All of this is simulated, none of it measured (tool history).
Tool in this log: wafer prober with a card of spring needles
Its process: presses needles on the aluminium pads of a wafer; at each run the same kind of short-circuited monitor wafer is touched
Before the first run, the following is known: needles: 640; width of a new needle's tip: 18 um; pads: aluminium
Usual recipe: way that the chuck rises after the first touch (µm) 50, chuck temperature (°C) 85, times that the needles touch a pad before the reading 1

run,hour,way that the chuck rises after the first touch (µm),chuck temperature (°C),times that the needles touch a pad before the reading,resistance of one needle with its contact and lead (mohm),way that a needle slides on the pad (µm)
1,0,50,85,1,167,10.57
# hour 5.8: tips cleaned on abrasive film
# hour 20.1: tips cleaned on abrasive film
# hour 34.4: tips cleaned on abrasive film
# hour 48.7: tips cleaned on abrasive film
2,56.9,50,85,1,167,10.54
# hour 62.7: tips cleaned on abrasive film
# hour 74.2: tips cleaned on abrasive film
# hour 88.5: tips cleaned on abrasive film
# hour 101.2: tips cleaned on abrasive film
3,101.2,50,85,1,142,10.45
# hour 115.5: tips cleaned on abrasive film
# hour 129.8: tips cleaned on abrasive film
# hour 144.1: tips cleaned on abrasive film
# hour 158.4: tips cleaned on abrasive film
4,165.1,50,85,1,165,10.38
# hour 170.8: tips cleaned on abrasive film
# hour 185.1: tips cleaned on abrasive film
5,195.1,50,85,1,170,10.38
# hour 198: tips cleaned on abrasive film
# hour 212.3: tips cleaned on abrasive film
# hour 226.6: tips cleaned on abrasive film
# hour 240.9: tips cleaned on abrasive film
# hour 241.2: height of the first contact set anew
# hour 252.7: tips cleaned on abrasive film
6,260.9,50,85,1,166,10.55
# hour 266.7: tips cleaned on abrasive film
# hour 281: tips cleaned on abrasive film
# hour 292.5: tips cleaned on abrasive film
7,299.9,50,27,1,158,10.47
# hour 305.6: tips cleaned on abrasive film
# hour 317.1: tips cleaned on abrasive film
# hour 331.4: tips cleaned on abrasive film
# hour 342.9: tips cleaned on abrasive film
# hour 357.2: tips cleaned on abrasive film
8,358.3,50,27,1,141,10.45
# hour 369.7: tips cleaned on abrasive film
# hour 384: tips cleaned on abrasive film
# hour 395.5: tips cleaned on abrasive film
# hour 409.8: tips cleaned on abrasive film
# hour 421.2: tips cleaned on abrasive film
9,426.8,50,85,1,162,10.39
# hour 435.4: tips cleaned on abrasive film
# hour 449.7: tips cleaned on abrasive film
# hour 464: tips cleaned on abrasive film
# hour 478.3: tips cleaned on abrasive film
# hour 481.4: height of the first contact set anew
10,488.1,50,85,1,172,10.56
# hour 491.1: tips cleaned on abrasive film
# hour 505.4: tips cleaned on abrasive film
# hour 519.7: tips cleaned on abrasive film
# hour 534: tips cleaned on abrasive film
11,535,50,85,1,143,10.51
# hour 546.4: tips cleaned on abrasive film
# hour 557.9: tips cleaned on abrasive film
# hour 572.2: tips cleaned on abrasive film
# hour 586.5: tips cleaned on abrasive film
12,591.7,37,85,1,189,7.73
# hour 600.3: tips cleaned on abrasive film
# hour 611.7: tips cleaned on abrasive film
# hour 623.2: tips cleaned on abrasive film
# hour 637.5: tips cleaned on abrasive film
13,639,33,85,1,165,6.83
# hour 650.5: tips cleaned on abrasive film
# hour 664.8: tips cleaned on abrasive film
14,669.4,33,85,1,188,6.78
# hour 678: tips cleaned on abrasive film
# hour 692.4: tips cleaned on abrasive film
# hour 706.7: tips cleaned on abrasive film
15,707,33,85,1,159,6.74
# hour 718.5: tips cleaned on abrasive film
# hour 721.6: height of the first contact set anew
# hour 730.3: tips cleaned on abrasive film
# hour 741.7: tips cleaned on abrasive film
# hour 756: tips cleaned on abrasive film
16,762.7,33,85,1,201,6.92
# hour 768.5: tips cleaned on abrasive film
# hour 782.8: tips cleaned on abrasive film
# hour 797.1: tips cleaned on abrasive film
# hour 811.4: tips cleaned on abrasive film
# hour 825.7: tips cleaned on abrasive film
17,828,33,85,1,179,6.86
# hour 839.5: tips cleaned on abrasive film
# hour 853.8: tips cleaned on abrasive film
# hour 868.1: tips cleaned on abrasive film
18,875.8,33,85,1,212,6.84
# hour 881.6: tips cleaned on abrasive film
# hour 895.9: tips cleaned on abrasive film
# hour 907.4: tips cleaned on abrasive film
# hour 921.7: tips cleaned on abrasive film
# hour 936: tips cleaned on abrasive film
19,939.9,64,85,1,148,13.31
# hour 948.5: tips cleaned on abrasive film
# hour 962.8: tips cleaned on abrasive film
# hour 963.1: height of the first contact set anew
# hour 977.4: tips cleaned on abrasive film
20,984.5,62,78,2,147,13.1
# hour 990.3: tips cleaned on abrasive film
# hour 1001.8: tips cleaned on abrasive film
# hour 1016.1: tips cleaned on abrasive film
21,1024.7,62,78,3,144,13.02
# hour 1027.7: tips cleaned on abrasive film
# hour 1042: tips cleaned on abrasive film
# hour 1053.4: tips cleaned on abrasive film
# hour 1067.7: tips cleaned on abrasive film
# hour 1082: tips cleaned on abrasive film
22,1091.4,56,71,1,162,11.69
# hour 1094.3: tips cleaned on abrasive film
# hour 1108.6: tips cleaned on abrasive film
# hour 1122.9: tips cleaned on abrasive film
# hour 1137.2: tips cleaned on abrasive film
# hour 1151.5: tips cleaned on abrasive film
23,1162,56,71,1,164,11.63
# hour 1165: tips cleaned on abrasive film
# hour 1179.3: tips cleaned on abrasive film
# hour 1193.6: tips cleaned on abrasive film
# hour 1202.4: height of the first contact set anew
# hour 1208.2: tips cleaned on abrasive film
# hour 1222.5: tips cleaned on abrasive film
24,1224.7,56,71,1,147,11.79

Run 25 comes next. What will it give?
# hour 1236.1: tips cleaned on abrasive film
# hour 1250.4: tips cleaned on abrasive film
# hour 1261.9: tips cleaned on abrasive film
# hour 1276.2: tips cleaned on abrasive film
# hour 1287.7: tips cleaned on abrasive film
25,1293,54,40,3,?,?

{"run 25": {"resistance of one needle with its contact and lead (mohm)": 136, "way that a needle slides on the pad (µm)": 11.34}}
With the hidden condition absent and the run-to-run variation left alone, this run would have shown resistance of one needle with its contact and lead (mohm) 127, way that a needle slides on the pad (µm) 11.43.
